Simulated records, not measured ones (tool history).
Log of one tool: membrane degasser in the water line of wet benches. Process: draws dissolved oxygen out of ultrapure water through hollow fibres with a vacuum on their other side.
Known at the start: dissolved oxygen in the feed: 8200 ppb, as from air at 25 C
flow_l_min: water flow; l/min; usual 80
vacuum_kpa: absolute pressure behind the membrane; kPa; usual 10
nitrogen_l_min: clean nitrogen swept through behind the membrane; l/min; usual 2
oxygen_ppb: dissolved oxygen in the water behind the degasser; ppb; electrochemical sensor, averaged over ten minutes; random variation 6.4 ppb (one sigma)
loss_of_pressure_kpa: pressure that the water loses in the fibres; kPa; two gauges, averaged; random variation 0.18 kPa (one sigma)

run,hour,flow_l_min,vacuum_kpa,nitrogen_l_min,oxygen_ppb,loss_of_pressure_kpa
1,0,80,10,2,737.7,33.7
# hour 37.3: vacuum gauge calibrated
2,47,100,10,2,874.2,42.21
3,90.7,100,10,2,879.4,42.09
4,141.8,80,10,2,744.9,33.55
5,173.9,80,10,2,742.8,33.81
6,200.2,80,10,2,745.4,33.74
7,233.4,80,10,2,747.1,33.53
8,260.1,80,10,5.46,453,33.76
9,289.3,80,10,5.46,456.4,33.73
10,313.9,80,10,5.46,457,33.53
11,364.9,80,22.7,5.46,814.3,33.68
12,386.9,80,22.7,5.46,826.6,33.74
13,417.5,80,22.7,5.46,832.8,33.62
14,438.5,80,22.7,0.81,2531.1,33.73
15,471.6,122,22.7,0.81,3070.7,51.13
16,499.7,80,10,1.36,892.1,33.62
17,543.2,80,10,2,734,33.93
18,577.5,80,12.7,4.66,577.1,33.8
19,621.9,80,12.7,4.66,579.2,33.73
20,654.2,66,14.1,2,860.9,27.42
21,679.4,66,14.1,2,863.6,28.1
22,705.7,82,10.9,2.68,702.1,34.63
23,734,82,10.9,2.68,709.6,34.54
24,775.6,65,19.3,5.19,626.9,27.54
25,825.1,65,19.3,5.19,628,27.22
26,876.2,65,19.3,5.19,618.6,27.42
27,923.7,80,17.4,2.82,999.9,33.54
28,971.9,80,17.4,2.82,995.6,33.88
29,1017.8,80,17.4,2.82,998,33.75
30,1059.6,80,17.4,2.82,994.7,34.02
31,1093.4,115,9.7,1.89,1000.1,48.66
32,1134,115,9.1,4.52,635.4,48.82
33,1176.3,115,24.1,4.52,1318,48.86

Forecast each of these 3 alternatives for the next run:
A,1203.3,70,8.8,4.52,?,?
B,1203.3,115,24.1,4.43,?,?
C,1203.3,90,10,1.7,?,?

run,oxygen_ppb,loss_of_pressure_kpa
A,397.3,29.55
B,1310.5,48.28
C,887.9,38.01
Without the tool's hidden state the same runs would have given:
run,oxygen_ppb,loss_of_pressure_kpa
A,387.4,29.28
B,1298.2,47.83
C,872.8,37.66
